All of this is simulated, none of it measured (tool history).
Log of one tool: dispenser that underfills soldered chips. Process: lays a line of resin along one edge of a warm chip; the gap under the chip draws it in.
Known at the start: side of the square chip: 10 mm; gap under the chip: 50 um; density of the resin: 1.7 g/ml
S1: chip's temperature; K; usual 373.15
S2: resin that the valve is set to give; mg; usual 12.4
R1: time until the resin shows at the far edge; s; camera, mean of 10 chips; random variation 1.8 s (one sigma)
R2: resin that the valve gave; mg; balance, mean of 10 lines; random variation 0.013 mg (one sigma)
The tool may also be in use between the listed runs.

run   hour      S1    S2     R1     R2
  1    0.0  373.15  12.4  216.9  12.16
       6.2  -- new syringe of resin
       7.2  -- dispensing valve cleaned and set on the balance
  2   12.8  373.15  12.4  238.2  12.47
      18.3  -- new syringe of resin
  3   20.4  387.15  12.4  128.8  12.41
      29.3  -- new syringe of resin
  4   35.5  381.15  12.4  192.9  12.35
      39.7  -- new syringe of resin
      50.3  -- new syringe of resin
  5   51.7  361.15  12.4  283.4  12.27
      60.5  -- new syringe of resin
  6   62.5  361.15  12.4  296.7  12.23
      67.7  -- dispensing valve cleaned and set on the balance
      72.2  -- new syringe of resin
  7   76.4  361.15  15.5  330.8  15.34
      83.2  -- new syringe of resin
  8   89.5  373.15  12.4  247.3  12.22
      93.7  -- new syringe of resin
  9   97.6  373.15  11.2  221.8  11.00
     103.7  -- new syringe of resin
 10  107.6  375.15  11.2  211.9  10.98
     113.8  -- new syringe of resin
 11  123.3  377.15  11.3  271.9  10.99
     124.4  -- new syringe of resin
     128.3  -- dispensing valve cleaned and set on the balance
     135.5  -- new syringe of resin
 12  138.7  377.15  11.3  188.7  11.26
     145.9  -- new syringe of resin
 13  147.6  369.15  12.7  219.4  12.66
     156.7  -- new syringe of resin
 14  163.4  373.15  11.0  266.3  10.85
     167.5  -- new syringe of resin
 15  172.2  373.15  11.0  233.3  10.81
     177.5  -- new syringe of resin
 16  185.3  375.15  11.2  261.1  10.98
     188.5  -- new syringe of resin
     189.5  -- dispensing valve cleaned and set on the balance
 17  196.1  372.15  15.7  258.1  15.64
     200.4  -- new syringe of resin
 18  204.8  372.15  15.7  221.2  15.61
     210.6  -- new syringe of resin
 19  215.8  372.15  15.7  234.0  15.54

The next listed run, before its measurement:
     220.9  -- new syringe of resin
 20  223.0  372.15  15.7   ?   ?

{"run 20": {"R1": 204.1, "R2": 15.47}}
Without the tool's hidden state the same run would have given R1 178.2 s, R2 15.68 mg.
